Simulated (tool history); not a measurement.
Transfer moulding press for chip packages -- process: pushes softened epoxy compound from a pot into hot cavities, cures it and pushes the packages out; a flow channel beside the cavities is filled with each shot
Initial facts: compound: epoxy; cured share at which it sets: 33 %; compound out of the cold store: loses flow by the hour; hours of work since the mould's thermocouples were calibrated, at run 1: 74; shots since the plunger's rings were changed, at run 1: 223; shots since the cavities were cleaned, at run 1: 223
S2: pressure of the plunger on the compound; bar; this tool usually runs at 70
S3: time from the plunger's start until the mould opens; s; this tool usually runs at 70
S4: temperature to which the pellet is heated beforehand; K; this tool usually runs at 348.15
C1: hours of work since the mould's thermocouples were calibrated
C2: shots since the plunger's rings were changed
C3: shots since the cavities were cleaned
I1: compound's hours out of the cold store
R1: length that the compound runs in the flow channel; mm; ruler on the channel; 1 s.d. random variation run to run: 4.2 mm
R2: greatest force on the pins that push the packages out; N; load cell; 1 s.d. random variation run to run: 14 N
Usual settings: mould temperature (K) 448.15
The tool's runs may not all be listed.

{"run": 1, "hour": 0.0, "mould temperature (K)": 448.15, "S2": 70, "S3": 70, "S4": 348.15, "C1": 74, "C2": 223, "C3": 223, "I1": 44, "R1": 644, "R2": 965}
{"run": 2, "hour": 34.9, "mould temperature (K)": 448.15, "S2": 70, "S3": 70, "S4": 348.15, "C1": 94, "C2": 664, "C3": 664, "I1": 38.4, "R1": 673, "R2": 1255}
{"hour": 75.7, "done": "cavities cleaned with cleaning compound and waxed"}
{"run": 3, "hour": 78.8, "mould temperature (K)": 448.15, "S2": 70, "S3": 70, "S4": 348.15, "C1": 118, "C2": 1200, "C3": 39, "I1": 16, "R1": 778, "R2": 2014}
{"run": 4, "hour": 136.5, "mould temperature (K)": 448.15, "S2": 70, "S3": 70, "S4": 348.15, "C1": 151, "C2": 1929, "C3": 768, "I1": 9.4, "R1": 807, "R2": 1733}
{"hour": 167.0, "done": "cavities cleaned with cleaning compound and waxed"}
{"run": 5, "hour": 172.9, "mould temperature (K)": 448.15, "S2": 70, "S3": 70, "S4": 348.15, "C1": 171, "C2": 2371, "C3": 76, "I1": 32.4, "R1": 672, "R2": 782}
{"hour": 192.5, "done": "plunger's sealing rings changed"}
{"run": 6, "hour": 212.2, "mould temperature (K)": 448.15, "S2": 70, "S3": 70, "S4": 348.15, "C1": 192, "C2": 250, "C3": 541, "I1": 23.8, "R1": 743, "R2": 1206}
{"run": 7, "hour": 256.8, "mould temperature (K)": 448.15, "S2": 70, "S3": 70, "S4": 348.15, "C1": 218, "C2": 813, "C3": 1104, "I1": 12.8, "R1": 797, "R2": 1495}
{"hour": 262.3, "done": "cavities cleaned with cleaning compound and waxed"}
{"run": 8, "hour": 308.9, "mould temperature (K)": 448.15, "S2": 65.5, "S3": 70, "S4": 348.15, "C1": 247, "C2": 1452, "C3": 589, "I1": 35.2, "R1": 655, "R2": 1169}
{"run": 9, "hour": 342.5, "mould temperature (K)": 448.15, "S2": 67.5, "S3": 70, "S4": 348.15, "C1": 266, "C2": 1877, "C3": 1014, "I1": 31.8, "R1": 681, "R2": 1351}
{"hour": 356.3, "done": "cavities cleaned with cleaning compound and waxed"}
{"run": 10, "hour": 387.9, "mould temperature (K)": 448.15, "S2": 67.5, "S3": 70, "S4": 348.15, "C1": 291, "C2": 2432, "C3": 400, "I1": 35.2, "R1": 653, "R2": 1048}
{"hour": 401.4, "done": "plunger's sealing rings changed"}
{"hour": 450.2, "done": "cavities cleaned with cleaning compound and waxed"}
{"run": 11, "hour": 452.7, "mould temperature (K)": 448.15, "S2": 67.5, "S3": 70, "S4": 357.15, "C1": 326, "C2": 629, "C3": 31, "I1": 12.2, "R1": 784, "R2": 735}
{"hour": 457.7, "done": "cavities cleaned with cleaning compound and waxed, once more"}
{"run": 12, "hour": 514.6, "mould temperature (K)": 448.15, "S2": 70, "S3": 52, "S4": 352.15, "C1": 360, "C2": 1393, "C3": 720, "I1": 10.6, "R1": 797, "R2": 2903}
{"hour": 552.5, "done": "cavities cleaned with cleaning compound and waxed"}
{"run": 13, "hour": 553.6, "mould temperature (K)": 448.15, "S2": 70, "S3": 86, "S4": 352.15, "C1": 381, "C2": 1866, "C3": 13, "I1": 21.4, "R1": 739, "R2": 488}
{"run": 14, "hour": 593.0, "mould temperature (K)": 448.15, "S2": 79.4, "S3": 70, "S4": 348.15, "C1": 404, "C2": 2364, "C3": 511, "I1": 10.3, "R1": 842, "R2": 1260}
{"hour": 615.1, "done": "plunger's sealing rings changed"}
{"hour": 646.4, "done": "cavities cleaned with cleaning compound and waxed"}
{"run": 15, "hour": 654.6, "mould temperature (K)": 448.15, "S2": 55.9, "S3": 95, "S4": 354.15, "C1": 437, "C2": 480, "C3": 104, "I1": 37.6, "R1": 611, "R2": 502}
{"run": 16, "hour": 709.3, "mould temperature (K)": 448.15, "S2": 60.1, "S3": 95, "S4": 354.15, "C1": 468, "C2": 1172, "C3": 796, "I1": 37.6, "R1": 622, "R2": 803}
{"hour": 737.4, "done": "cavities cleaned with cleaning compound and waxed"}
{"run": 17, "hour": 769.3, "mould temperature (K)": 448.15, "S2": 60.1, "S3": 95, "S4": 354.15, "C1": 502, "C2": 1911, "C3": 403, "I1": 24, "R1": 671, "R2": 725}
{"hour": 826.1, "done": "plunger's sealing rings changed"}
{"hour": 832.6, "done": "cavities cleaned with cleaning compound and waxed"}
{"run": 18, "hour": 832.6, "mould temperature (K)": 448.15, "S2": 75.1, "S3": 65, "S4": 342.15, "C1": 535, "C2": 63, "C3": 0, "I1": 33.1, "R1": 729, "R2": 817}
{"run": 19, "hour": 869.4, "mould temperature (K)": 449.15, "S2": 69.6, "S3": 70, "S4": 348.15, "C1": 556, "C2": 528, "C3": 465, "I1": 42.9, "R1": 657, "R2": 1015}
{"run": 20, "hour": 915.3, "mould temperature (K)": 449.15, "S2": 69.6, "S3": 70, "S4": 348.15, "C1": 583, "C2": 1109, "C3": 1046, "I1": 9.9, "R1": 796, "R2": 1357}

What will run 21 give?
{"hour": 924.9, "done": "cavities cleaned with cleaning compound and waxed"}
{"run": 21, "hour": 975.9, "mould temperature (K)": 448.15, "S2": 75.4, "S3": 70, "S4": 338.15, "C1": 616, "C2": 1855, "C3": 644, "I1": 24.3, "R1": "?", "R2": "?"}

{"run 21": {"R1": 745, "R2": 1233}}
Take away the tool's hidden state, keep the run-to-run variation as it was, and the same run would have given R1 769 mm, R2 705 N.
